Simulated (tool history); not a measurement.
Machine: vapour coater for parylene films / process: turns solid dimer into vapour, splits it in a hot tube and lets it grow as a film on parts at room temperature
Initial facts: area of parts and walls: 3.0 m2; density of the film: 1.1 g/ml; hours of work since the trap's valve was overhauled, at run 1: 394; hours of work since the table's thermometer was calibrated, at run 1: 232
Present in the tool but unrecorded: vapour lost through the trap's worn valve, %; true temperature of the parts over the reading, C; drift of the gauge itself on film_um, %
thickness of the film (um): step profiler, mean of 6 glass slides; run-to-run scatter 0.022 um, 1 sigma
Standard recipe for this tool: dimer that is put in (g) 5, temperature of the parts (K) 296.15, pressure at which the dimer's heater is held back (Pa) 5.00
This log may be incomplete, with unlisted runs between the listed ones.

run,day,dimer that is put in (g),temperature of the parts (K),pressure at which the dimer's heater is held back (Pa),hours of work since the trap's valve was overhauled,hours of work since the table's thermometer was calibrated,thickness of the film (um)
1,0.000,5,296.15,5.00,394,232,1.00
2,1.392,5,296.15,5.00,422,260,0.96
# day 2.892: trap's valve overhauled
3,3.238,5,296.15,3.65,7,294,0.86
4,4.212,5,298.15,3.65,27,314,0.75
5,5.912,5,298.15,3.65,61,349,0.79
6,7.638,5,298.15,3.65,96,384,0.78
# day 8.488: trap's valve overhauled, once more
7,9.708,3,296.15,5.00,25,422,0.62
8,10.512,4,296.15,5.00,41,439,0.90
9,11.762,5,298.15,5.00,67,464,0.99
10,12.829,5,296.15,4.77,88,486,1.07
11,14.033,5,296.15,4.77,113,510,1.10
12,15.604,5,296.15,4.77,145,542,1.01
13,16.767,5,296.15,4.77,168,566,1.05
14,18.496,5,296.15,4.77,203,601,1.04
15,20.350,5,296.15,4.77,241,639,1.00
16,21.846,2,296.15,5.00,272,669,0.41
17,23.604,5,305.15,5.00,307,705,0.70
18,24.979,5,305.15,5.00,335,733,0.66
19,26.492,5,305.15,5.00,366,764,0.65
20,27.367,5,305.15,5.73,384,781,0.61
21,28.767,5,296.15,5.51,412,810,0.96
# day 30.704: trap's valve overhauled
22,30.908,5,296.15,5.00,4,850,1.13
23,32.367,5,296.15,5.00,34,880,1.09
24,33.288,5,296.15,5.00,53,898,1.10
25,34.608,5,296.15,5.00,79,925,1.12
26,35.900,5,296.15,5.00,106,951,1.06
27,36.821,5,296.15,5.00,124,970,1.05
28,38.225,5,296.15,5.00,153,999,1.05
29,39.696,4,304.15,11.82,183,1029,0.55
30,41.342,5,297.15,8.77,216,1062,0.92
31,42.304,5,292.15,4.52,236,1082,1.21
32,44.012,3,290.15,5.75,271,1116,0.77
33,45.854,3,290.15,5.75,308,1154,0.76
34,47.329,3,290.15,5.75,338,1184,0.76
35,49.258,5,290.15,7.97,377,1223,1.21
36,51.133,2,288.15,6.56,415,1261,0.55
37,52.292,2,288.15,6.56,439,1285,0.52
# day 52.942: trap's valve overhauled
38,53.300,5,296.15,6.59,7,1302,1.13
39,54.954,4,298.15,8.12,41,1336,0.78
40,55.875,2,295.15,7.09,60,1354,0.46
41,57.700,3,300.15,5.00,97,1391,0.58
42,58.846,3,300.15,5.00,120,1415,0.52
43,60.508,8,307.15,9.21,154,1448,1.04
44,62.317,8,307.15,9.21,191,1485,1.01
45,63.212,3,305.15,2.33,209,1503,0.47
46,64.517,5,292.15,4.65,235,1530,1.23
47,65.321,5,292.15,4.65,252,1546,1.23
48,67.283,5,292.15,4.65,292,1586,1.20

Forecast each of these 3 alternatives for the next run:
A,68.779,5,307.15,3.34,322,1617,?
B,68.779,9,289.15,8.54,322,1617,?
C,68.779,5,302.15,3.89,322,1617,?

run,thickness of the film (um)
A,0.70
B,2.36
C,0.86
Stripped of hidden state, with their random variation kept, the same runs would have yielded:
run,thickness of the film (um)
A,0.76
B,2.55
C,0.92
